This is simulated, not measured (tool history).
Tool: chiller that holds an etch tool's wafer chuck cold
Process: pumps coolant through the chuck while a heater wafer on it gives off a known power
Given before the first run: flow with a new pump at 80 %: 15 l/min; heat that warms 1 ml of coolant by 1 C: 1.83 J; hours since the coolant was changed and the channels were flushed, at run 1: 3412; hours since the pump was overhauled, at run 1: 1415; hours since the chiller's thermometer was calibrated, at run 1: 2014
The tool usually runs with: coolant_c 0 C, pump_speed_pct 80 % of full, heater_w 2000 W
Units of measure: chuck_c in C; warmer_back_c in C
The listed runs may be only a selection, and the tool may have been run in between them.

run,day,coolant_c,pump_speed_pct,heater_w,hours since the coolant was changed and the channels were flushed,hours since the pump was overhauled,hours since the chiller's thermometer was calibrated,chuck_c,warmer_back_c
1,0,0,80,2000,3412,1415,2014,18.4,4.55
2,5.958,0,80,2000,3555,1558,2157,18.5,4.56
3,11.129,0,80,2000,3679,1682,2281,18.8,4.64
4,16.717,0,78,2000,3814,1817,2416,19.3,4.76
# day 21.075: coolant changed, channels flushed
5,22.696,0,68,2000,39,1954,2553,18.2,5.57
6,27.829,0,96,2000,162,2077,2676,14,3.81
7,31.608,0,96,2000,253,2168,2767,14.1,3.84
8,34.404,0,80,2000,320,2235,2834,16.3,4.68
9,37.383,0,80,2000,391,2306,2906,16.4,4.68
10,40.938,0,80,2000,477,2392,2991,16.5,4.71
11,46.771,0,80,2000,617,2532,3131,16.8,4.71
12,51.15,0,80,2000,722,2637,3236,16.8,4.81
13,54.525,0,85,2000,803,2718,3317,16.2,4.52
14,57.208,2,85,2000,867,2782,3381,18.1,4.46
15,61.838,2,85,2000,978,2893,3493,18.2,4.54
16,66.104,0,80,2000,1081,2996,3595,17.3,4.83
17,70.788,0,80,2000,1193,3108,3707,17.6,4.83
18,74.433,0,71,2100,1281,3196,3795,20.1,5.81
19,77.579,0,89,2550,1356,3271,3870,20.6,5.46
20,82.583,0,74,2550,1476,3391,3990,23.9,6.84
21,85.704,0,65,2000,1551,3466,4065,20.9,6.18
22,89.867,0,65,1959,1651,3566,4165,20.8,6.08
23,95.708,-3,95,1471,1791,3706,4305,8.7,3.02
24,101.362,6,77,2148,1927,3842,4441,26.3,5.6
25,105.433,-9,79,1320,2025,3940,4539,3.3,3.29
26,110.325,-4,88,1320,2142,4057,4656,7.6,2.99
27,115.762,-9,73,1727,2272,4188,4787,8.3,4.83
28,118.3,-9,68,1494,2333,4249,4848,7.2,4.53
29,124.488,-9,68,1753,2482,4397,4996,10,5.28
30,128.212,0,69,1825,2571,4486,5085,19.7,5.49
31,131.608,7,60,1825,2653,4568,5167,29.3,6.47

What differs in the tool's unlogged condition from the final listed run ahead of each entry between runs to the first listed run following it?
Between runs 4 and 5: coolant changed, channels flushed (day 21.075)
  heat passed by the chuck's channels, % of clean ones': 81 -> 99.4; flow at a given pump speed, % of a new pump's: 94 -> 93.6; coolant's true temperature over the reading, C: 0.18 -> 0.2
  measured minus no-state result, chuck_c: +4 -> +1.1 C; warmer_back_c: +0.29 -> +0.36 C
